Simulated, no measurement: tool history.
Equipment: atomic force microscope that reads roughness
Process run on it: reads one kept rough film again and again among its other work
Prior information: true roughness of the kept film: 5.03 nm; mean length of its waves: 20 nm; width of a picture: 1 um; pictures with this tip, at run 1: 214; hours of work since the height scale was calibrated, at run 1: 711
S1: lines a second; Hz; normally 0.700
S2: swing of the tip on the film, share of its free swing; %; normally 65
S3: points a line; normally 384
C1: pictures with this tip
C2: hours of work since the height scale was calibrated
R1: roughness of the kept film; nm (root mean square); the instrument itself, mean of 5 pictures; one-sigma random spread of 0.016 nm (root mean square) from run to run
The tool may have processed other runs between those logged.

run 1 day=0.000 | S1=0.700 S2=65 S3=384 | C1=214 C2=711 | R1=3.837
run 2 day=1.400 | S1=0.700 S2=65 S3=384 | C1=279 C2=732 | R1=3.837
-- day=1.612 new tip fitted
run 3 day=2.942 | S1=0.700 S2=65 S3=384 | C1=62 C2=753 | R1=3.854
run 4 day=3.871 | S1=0.700 S2=65 S3=384 | C1=105 C2=767 | R1=3.829
run 5 day=5.404 | S1=0.700 S2=65 S3=384 | C1=177 C2=789 | R1=3.844
run 6 day=7.054 | S1=0.824 S2=65 S3=384 | C1=253 C2=812 | R1=3.799
-- day=7.708 new tip fitted
run 7 day=9.071 | S1=0.700 S2=65 S3=384 | C1=63 C2=841 | R1=3.858
run 8 day=9.954 | S1=0.700 S2=59 S3=384 | C1=105 C2=854 | R1=3.882
run 9 day=11.400 | S1=0.700 S2=59 S3=771 | C1=172 C2=875 | R1=3.896
run 10 day=13.471 | S1=0.700 S2=59 S3=771 | C1=268 C2=904 | R1=3.899
-- day=13.808 new tip fitted
run 11 day=15.196 | S1=0.700 S2=59 S3=771 | C1=64 C2=929 | R1=3.924
run 12 day=16.567 | S1=0.700 S2=59 S3=771 | C1=128 C2=949 | R1=3.903
run 13 day=17.629 | S1=0.700 S2=59 S3=771 | C1=178 C2=964 | R1=3.941
run 14 day=18.750 | S1=0.700 S2=59 S3=771 | C1=230 C2=980 | R1=3.925
-- day=19.867 new tip fitted
run 15 day=19.950 | S1=0.700 S2=61 S3=384 | C1=4 C2=997 | R1=3.873
run 16 day=20.904 | S1=0.700 S2=61 S3=384 | C1=48 C2=1011 | R1=3.870
run 17 day=22.067 | S1=0.700 S2=61 S3=384 | C1=102 C2=1027 | R1=3.864
run 18 day=23.012 | S1=0.700 S2=61 S3=384 | C1=146 C2=1041 | R1=3.868
run 19 day=25.083 | S1=0.700 S2=61 S3=609 | C1=242 C2=1071 | R1=3.886
-- day=25.921 new tip fitted
run 20 day=26.275 | S1=0.700 S2=61 S3=609 | C1=17 C2=1088 | R1=3.920
run 21 day=27.650 | S1=0.700 S2=61 S3=609 | C1=81 C2=1107 | R1=3.911
run 22 day=28.912 | S1=0.700 S2=65 S3=1020 | C1=140 C2=1125 | R1=3.895
run 23 day=30.229 | S1=0.700 S2=65 S3=1020 | C1=201 C2=1144 | R1=3.892
run 24 day=31.779 | S1=0.700 S2=83 S3=432 | C1=273 C2=1167 | R1=3.658
-- day=31.979 new tip fitted
run 25 day=33.429 | S1=0.700 S2=76 S3=384 | C1=68 C2=1190 | R1=3.743
run 26 day=35.167 | S1=0.700 S2=76 S3=384 | C1=149 C2=1215 | R1=3.742
run 27 day=36.292 | S1=0.691 S2=57 S3=360 | C1=201 C2=1231 | R1=3.869
run 28 day=37.688 | S1=0.691 S2=76 S3=576 | C1=266 C2=1251 | R1=3.761
-- day=38.021 new tip fitted
run 29 day=38.929 | S1=0.691 S2=56 S3=258 | C1=43 C2=1269 | R1=3.841
run 30 day=40.788 | S1=1.123 S2=86 S3=384 | C1=129 C2=1296 | R1=3.477
run 31 day=42.171 | S1=0.910 S2=86 S3=309 | C1=193 C2=1315 | R1=3.479
run 32 day=43.475 | S1=0.910 S2=86 S3=309 | C1=254 C2=1334 | R1=3.469
-- day=44.104 new tip fitted
run 33 day=45.125 | S1=0.910 S2=86 S3=309 | C1=48 C2=1358 | R1=3.524
run 34 day=46.700 | S1=0.910 S2=86 S3=309 | C1=121 C2=1380 | R1=3.503
run 35 day=47.583 | S1=0.910 S2=86 S3=309 | C1=162 C2=1393 | R1=3.492
run 36 day=48.846 | S1=0.910 S2=86 S3=309 | C1=221 C2=1411 | R1=3.495
-- day=50.283 new tip fitted
run 37 day=50.471 | S1=0.910 S2=86 S3=309 | C1=9 C2=1434 | R1=3.499
run 38 day=52.367 | S1=0.910 S2=86 S3=309 | C1=97 C2=1461 | R1=3.505
run 39 day=54.417 | S1=0.910 S2=86 S3=309 | C1=192 C2=1491 | R1=3.487
run 40 day=55.525 | S1=0.910 S2=79 S3=392 | C1=244 C2=1507 | R1=3.646
-- day=56.358 new tip fitted
run 41 day=57.288 | S1=0.910 S2=79 S3=392 | C1=43 C2=1532 | R1=3.666
run 42 day=58.392 | S1=3.545 S2=56 S3=749 | C1=94 C2=1548 | R1=3.717
run 43 day=59.271 | S1=3.545 S2=56 S3=749 | C1=135 C2=1560 | R1=3.694
run 44 day=60.671 | S1=2.821 S2=64 S3=384 | C1=200 C2=1580 | R1=3.551

Consider 4 possible next runs. They are alternatives, not a sequence: every one starts from the tool as it was left by run 44. What does each give?
-- day=62.500 new tip fitted
run A day=62.500 | S1=0.837 S2=80 S3=384 | C1=0 C2=1606 | R1=?
-- day=62.500 new tip fitted
run B day=62.500 | S1=1.930 S2=55 S3=665 | C1=0 C2=1606 | R1=?
-- day=62.500 new tip fitted
run C day=62.500 | S1=0.700 S2=87 S3=289 | C1=0 C2=1606 | R1=?
-- day=62.500 new tip fitted
run D day=62.500 | S1=0.700 S2=65 S3=959 | C1=0 C2=1606 | R1=?

run=A R1=3.671
run=B R1=3.851
run=C R1=3.561
run=D R1=3.906
Stripped of hidden state, with their random variation kept, the same runs would have yielded:
run=A R1=3.672
run=B R1=3.852
run=C R1=3.561
run=D R1=3.907

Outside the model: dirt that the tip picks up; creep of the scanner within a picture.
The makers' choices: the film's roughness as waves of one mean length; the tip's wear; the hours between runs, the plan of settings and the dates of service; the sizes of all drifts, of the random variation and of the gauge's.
